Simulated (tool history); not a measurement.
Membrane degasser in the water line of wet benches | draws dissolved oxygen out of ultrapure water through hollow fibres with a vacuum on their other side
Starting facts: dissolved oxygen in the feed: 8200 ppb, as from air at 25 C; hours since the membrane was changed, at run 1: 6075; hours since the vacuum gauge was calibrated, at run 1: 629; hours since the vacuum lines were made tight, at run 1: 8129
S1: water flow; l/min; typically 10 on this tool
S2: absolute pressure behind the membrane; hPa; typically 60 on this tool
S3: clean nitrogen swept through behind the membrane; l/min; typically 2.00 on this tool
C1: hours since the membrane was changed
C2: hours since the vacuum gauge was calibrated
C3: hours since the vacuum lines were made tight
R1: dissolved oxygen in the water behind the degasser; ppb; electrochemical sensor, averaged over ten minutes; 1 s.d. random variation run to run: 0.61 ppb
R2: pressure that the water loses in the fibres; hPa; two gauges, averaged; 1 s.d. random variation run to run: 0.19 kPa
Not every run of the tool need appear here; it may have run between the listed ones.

| run | hour | S1 | S2 | S3 | C1 | C2 | C3 | R1 | R2 |
|---|---|---|---|---|---|---|---|---|---|
| 1 | 0.0 | 10 | 60 | 2.00 | 6075 | 629 | 8129 | 57.2 | 380.5 |
| 2 | 98.2 | 8 | 60 | 2.00 | 6173 | 727 | 8227 | 39.9 | 304.1 |
| 3 | 233.2 | 10 | 60 | 0.98 | 6308 | 862 | 8362 | 90.5 | 378.2 |
| 4 | 325.0 | 10 | 60 | 2.00 | 6400 | 954 | 8454 | 57.4 | 381.6 |
| 5 | 501.6 | 10 | 60 | 2.00 | 6577 | 1130 | 8631 | 58.4 | 379.2 |
| 6 | 656.2 | 10 | 60 | 2.00 | 6731 | 1285 | 8785 | 58.0 | 380.7 |
| 7 | 780.8 | 10 | 60 | 2.00 | 6856 | 1409 | 8910 | 56.9 | 381.5 |
| 8 | 888.4 | 10 | 60 | 2.00 | 6963 | 1517 | 9018 | 58.1 | 377.9 |
| 9 | 996.6 | 10 | 60 | 2.00 | 7072 | 1625 | 9126 | 59.4 | 382.2 |
| 10 | 1178.7 | 11 | 60 | 2.00 | 7254 | 1807 | 9308 | 69.3 | 420.3 |
| 11 | 1285.1 | 10 | 60 | 2.00 | 7360 | 1914 | 9414 | 59.3 | 383.3 |
| 12 | 1391.1 | 10 | 60 | 2.00 | 7466 | 2020 | 9520 | 58.5 | 379.2 |
| 13 | 1517.1 | 10 | 60 | 4.07 | 7592 | 2146 | 9646 | 42.5 | 381.4 |
| 14 | 1610.0 | 10 | 60 | 4.07 | 7685 | 2239 | 9739 | 41.0 | 384.3 |
| 15 | 1690.9 | 10 | 60 | 2.00 | 7766 | 2319 | 9820 | 60.0 | 383.7 |
| 16 | 1839.3 | 10 | 60 | 2.00 | 7914 | 2468 | 9968 | 59.9 | 379.0 |

The next listed run, before its measurement:
| 17 | 1979.5 | 10 | 60 | 2.00 | 8055 | 2608 | 10109 | ? | ? |

Logged for run 17: R1 59.6 ppb, R2 383.6 hPa.
Without the tool's hidden state the same run would have given R1 52.5 ppb, R2 366.8 hPa.
